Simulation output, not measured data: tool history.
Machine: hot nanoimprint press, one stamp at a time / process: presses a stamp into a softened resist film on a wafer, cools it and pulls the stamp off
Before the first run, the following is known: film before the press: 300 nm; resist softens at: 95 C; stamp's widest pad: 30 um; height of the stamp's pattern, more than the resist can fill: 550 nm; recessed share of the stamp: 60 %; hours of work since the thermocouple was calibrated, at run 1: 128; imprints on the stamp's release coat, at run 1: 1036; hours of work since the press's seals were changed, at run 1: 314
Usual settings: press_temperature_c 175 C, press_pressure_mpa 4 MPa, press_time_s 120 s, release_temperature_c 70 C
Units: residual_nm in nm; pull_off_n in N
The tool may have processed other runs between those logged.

run     day  press_temperature_c  press_pressure_mpa  press_time_s  release_temperature_c  hours of work since the thermocouple was calibrated  imprints on the stamp's release coat  hours of work since the press's seals were changed  residual_nm  pull_off_n
  1       0                  175                   4           120                     70                                                  128                                  1036                                                 314        168.1         225
  2   0.733                  175                3.51           120                     70                                                  139                                  1104                                                 325        173.4         232
  3   1.229                  170                   4           120                     70                                                  146                                  1150                                                 333        199.5         234
  4   1.567                  175                   4           120                     70                                                  151                                  1181                                                 338          170         234
  5   2.012                  165                   4           120                     70                                                  158                                  1223                                                 344        231.6         236
  6   2.408                  165                   4           120                     70                                                  164                                  1259                                                 350        230.1         238
  7    2.75                  165                   4           120                     70                                                  169                                  1291                                                 355        232.8         231
  8   3.488                  165                   4           120                     64                                                  180                                  1360                                                 366        229.8         270
  9   3.892                  175                3.25           120                     70                                                  186                                  1397                                                 372        181.2         236
 10   4.625                  175                3.25           120                     70                                                  197                                  1465                                                 383        179.6         239
 11   5.121                  175                3.25           120                     70                                                  204                                  1511                                                 391        178.5         235
 12   5.438                  175                3.25           120                     70                                                  209                                  1541                                                 395        179.4         237
 13   6.042                  175                3.25           136                     70                                                  218                                  1597                                                 404        170.9         239
 14   6.396                  168                   4           120                     70                                                  223                                  1629                                                 410        211.6         234
      6.958  -- stamp cleaned and given a new release coat
 15   7.358                  168                   4           120                     70                                                  234                                    37                                                 420          211         197
 16   7.992                  180                5.21           217                     68                                                  243                                    96                                                 430         95.2         218
 17   8.408                  174                   4            65                     65                                                  250                                   135                                                 436        206.4         225
 18    9.15                  174                   4            65                     65                                                  261                                   203                                                 447        204.4         234
 19   9.475                  174                   4            65                     65                                                  266                                   234                                                 452        207.6         230
      9.638  -- plate thermocouple calibrated
 20  10.208                  175                4.89           120                     70                                                    9                                   290                                                 461        149.4         204
 21  10.862                  175                4.89           120                     70                                                   18                                   351                                                 471        151.4         208
 22  11.362                  181                   4            69                     70                                                   26                                   397                                                 478        158.2         208
 23  11.838                  181                4.26           151                     70                                                   33                                   441                                                 485        112.9         198
 24  12.558                  181                2.58           151                     61                                                   44                                   508                                                 496        139.5         262
 25  12.862                  177                2.82           128                     74                                                   48                                   537                                                 501          167         182

For run 26, what comes out?
 26  13.192                  177                2.82           128                     74                                                   53                                   567                                                 506            ?           ?

residual_nm: 164.2 nm
pull_off_n: 178 N
Take away the tool's hidden state, keep the run-to-run variation as it was, and the same run would have given residual_nm 172.6 nm, pull_off_n 174 N.
